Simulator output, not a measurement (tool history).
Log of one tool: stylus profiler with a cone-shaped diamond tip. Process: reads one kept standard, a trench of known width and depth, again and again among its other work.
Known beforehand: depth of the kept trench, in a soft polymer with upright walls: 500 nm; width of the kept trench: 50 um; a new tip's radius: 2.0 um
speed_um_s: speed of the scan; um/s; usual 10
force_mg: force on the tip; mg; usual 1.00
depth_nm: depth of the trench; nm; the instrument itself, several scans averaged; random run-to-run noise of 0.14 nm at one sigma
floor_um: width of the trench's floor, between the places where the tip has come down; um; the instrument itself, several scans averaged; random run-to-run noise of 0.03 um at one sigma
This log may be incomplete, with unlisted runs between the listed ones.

Run 1, hour 0.0: usual settings. Result: depth_nm 505.45 nm, floor_um 45.79 um.
Run 2, hour 14.5: usual settings. Result: depth_nm 505.35 nm, floor_um 45.76 um.
Run 3, hour 25.3: usual settings. Result: depth_nm 505.55 nm, floor_um 45.71 um.
Run 4, hour 39.5: usual settings but force_mg 2.25 mg. Result: depth_nm 507.39 nm, floor_um 45.77 um.
Run 5, hour 52.3: usual settings but force_mg 2.25 mg. Result: depth_nm 507.43 nm, floor_um 45.81 um.
Run 6, hour 63.5: usual settings but force_mg 2.25 mg. Result: depth_nm 507.49 nm, floor_um 45.74 um.
Run 7, hour 74.2: usual settings. Result: depth_nm 505.39 nm, floor_um 45.68 um.
Run 8, hour 86.6: usual settings. Result: depth_nm 505.36 nm, floor_um 45.71 um.
Run 9, hour 102.0: usual settings. Result: depth_nm 505.77 nm, floor_um 45.71 um.
Run 10, hour 114.6: usual settings but speed_um_s 3 um/s. Result: depth_nm 506.01 nm, floor_um 45.76 um.
Run 11, hour 123.0: usual settings but speed_um_s 7 um/s, force_mg 0.41 mg. Result: depth_nm 504.62 nm, floor_um 45.64 um.
Run 12, hour 138.7: usual settings but speed_um_s 7 um/s, force_mg 1.70 mg. Result: depth_nm 506.73 nm, floor_um 45.75 um.
Run 13, hour 151.3: usual settings but speed_um_s 13 um/s, force_mg 0.73 mg. Result: depth_nm 505.18 nm, floor_um 45.56 um.
Run 14, hour 159.4: usual settings but speed_um_s 15 um/s, force_mg 1.51 mg. Result: depth_nm 506.56 nm, floor_um 45.69 um.
Run 15, hour 173.6: usual settings but speed_um_s 15 um/s, force_mg 1.51 mg. Result: depth_nm 506.64 nm, floor_um 45.62 um.
Run 16, hour 187.2: usual settings but speed_um_s 32 um/s, force_mg 0.36 mg. Result: depth_nm 504.66 nm, floor_um 45.27 um.
Run 17, hour 197.2: usual settings but speed_um_s 19 um/s, force_mg 0.40 mg. Result: depth_nm 504.67 nm, floor_um 45.43 um.
Run 18, hour 204.7: usual settings but speed_um_s 26 um/s, force_mg 0.42 mg. Result: depth_nm 505.01 nm, floor_um 45.36 um.
Run 19, hour 216.8: usual settings but speed_um_s 4 um/s, force_mg 2.47 mg. Result: depth_nm 507.76 nm, floor_um 45.68 um.
Run 20, hour 233.4: usual settings but speed_um_s 4 um/s, force_mg 2.47 mg. Result: depth_nm 507.83 nm, floor_um 45.64 um.

Here are 3 independent what-if runs from the current tool condition. What would each one return?
Run A, hour 243.8: usual settings but speed_um_s 3 um/s, force_mg 1.11 mg. Result: depth_nm ?, floor_um ?.
Run B, hour 243.8: usual settings but speed_um_s 18 um/s, force_mg 2.47 mg. Result: depth_nm ?, floor_um ?.
Run C, hour 243.8: usual settings but speed_um_s 27 um/s. Result: depth_nm ?, floor_um ?.

run  depth_nm  floor_um
  A    505.82     45.70
  B    508.17     45.62
  C    505.73     45.40
Stripped of hidden state, with their random variation kept, the same runs would have yielded:
run  depth_nm  floor_um
  A    502.40     47.36
  B    504.73     47.28
  C    502.31     47.06
